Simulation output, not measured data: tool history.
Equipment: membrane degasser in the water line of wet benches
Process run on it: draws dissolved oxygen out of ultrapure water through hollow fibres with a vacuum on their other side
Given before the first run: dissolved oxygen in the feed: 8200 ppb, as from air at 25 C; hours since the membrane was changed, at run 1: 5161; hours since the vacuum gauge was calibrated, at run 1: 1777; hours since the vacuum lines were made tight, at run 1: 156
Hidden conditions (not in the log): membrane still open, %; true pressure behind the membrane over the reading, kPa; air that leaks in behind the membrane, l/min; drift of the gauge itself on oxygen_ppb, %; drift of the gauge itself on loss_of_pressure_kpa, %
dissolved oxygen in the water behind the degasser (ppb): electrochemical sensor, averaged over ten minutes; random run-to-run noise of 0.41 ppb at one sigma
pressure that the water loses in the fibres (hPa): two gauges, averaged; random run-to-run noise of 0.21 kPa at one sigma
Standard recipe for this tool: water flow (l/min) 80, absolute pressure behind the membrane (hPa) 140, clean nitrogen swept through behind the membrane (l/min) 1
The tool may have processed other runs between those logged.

run,hour,water flow (l/min),absolute pressure behind the membrane (hPa),clean nitrogen swept through behind the membrane (l/min),hours since the membrane was changed,hours since the vacuum gauge was calibrated,hours since the vacuum lines were made tight,dissolved oxygen in the water behind the degasser (ppb),pressure that the water loses in the fibres (hPa)
1,0,80,140,1,5161,1777,156,1287.6,500.9
2,110.7,80,140,1,5272,1888,267,1288.1,502.3
3,197.4,80,140,1,5359,1975,353,1290,504.1
4,303.1,80,140,1,5464,2080,459,1292,505.5
5,379.9,80,140,1.03,5541,2157,536,1268.9,505.7
6,454.2,98,140,1.03,5616,2232,610,1445.5,617
7,557,98,140,1.03,5718,2334,713,1447.1,614
8,676.5,98,140,1.03,5838,2454,832,1449.4,614.9
9,796.8,77,140,1,5958,2574,953,1268.4,482.3
10,878.5,77,140,1,6040,2656,1034,1270.2,487.6
11,1006.7,77,140,1,6168,2784,1163,1270.8,479
12,1129.8,121,140,1,6291,2907,1286,1688.4,760.9
13,1233.7,57,140,1,6395,3011,1390,1043.6,356.7
14,1299.9,80,140,1,6461,3077,1456,1307.6,502.3
15,1382.4,80,140,1,6544,3160,1538,1308.8,500.2
16,1490,80,140,1,6651,3267,1646,1310.7,501.5
17,1588.9,80,140,2.87,6750,3366,1745,618.6,501.7
18,1646.1,80,140,2.87,6807,3423,1802,618.9,504
19,1748.6,80,140,2.87,6910,3526,1905,619.9,503.1
# hour 1769.2: gauge calibrated
20,1835.8,126,193,0.86,6997,3613,1992,2539,790.1
21,1938.4,126,91,0.47,7100,3716,2094,1421,792.4
22,1990.2,59,140,1.3,7152,3768,2146,878.1,370.2
23,2060.3,53,140,0.57,7222,3838,2216,1409.8,332.2
24,2184.3,53,140,0.57,7346,3962,2340,1412,333.1
25,2293.3,53,140,0.57,7455,4071,2449,1414.6,330.8
26,2375.8,65,144,1,7537,4153,2532,1169.5,410.7
27,2457.5,85,291,1.22,7619,4235,2613,2458.7,534
28,2520,80,91,0.52,7681,4297,2676,1087.6,502.4
29,2634.9,80,186,1,7796,4412,2791,1763.5,502
30,2728,80,186,1,7889,4505,2884,1766.6,504.6
31,2828.4,62,186,1.16,7990,4606,2984,1365.2,391

Measured result minus the same run's result without the hidden state. Both carry the same run-to-run variation, though not necessarily the same gauge scatter:
run,dissolved oxygen in the water behind the degasser (ppb)
1,+0
2,+1.8
3,+3.1
4,+4.7
5,+5.8
6,+7.9
7,+9.8
8,+11.9
9,+12.1
10,+13.4
11,+15.3
12,+22.9
13,+15.3
14,+20.3
15,+21.6
16,+23.3
17,+11.7
18,+12.1
19,+12.9
20,+2.1
21,+3
22,+2.4
23,+5
24,+7.1
25,+8.9
26,+8.6
27,+20.4
28,+9.9
29,+18.3
30,+20.3
31,+17.3
pressure that the water loses in the fibres (hPa) without the hidden state stays within 0.2 of what was measured, in all runs.

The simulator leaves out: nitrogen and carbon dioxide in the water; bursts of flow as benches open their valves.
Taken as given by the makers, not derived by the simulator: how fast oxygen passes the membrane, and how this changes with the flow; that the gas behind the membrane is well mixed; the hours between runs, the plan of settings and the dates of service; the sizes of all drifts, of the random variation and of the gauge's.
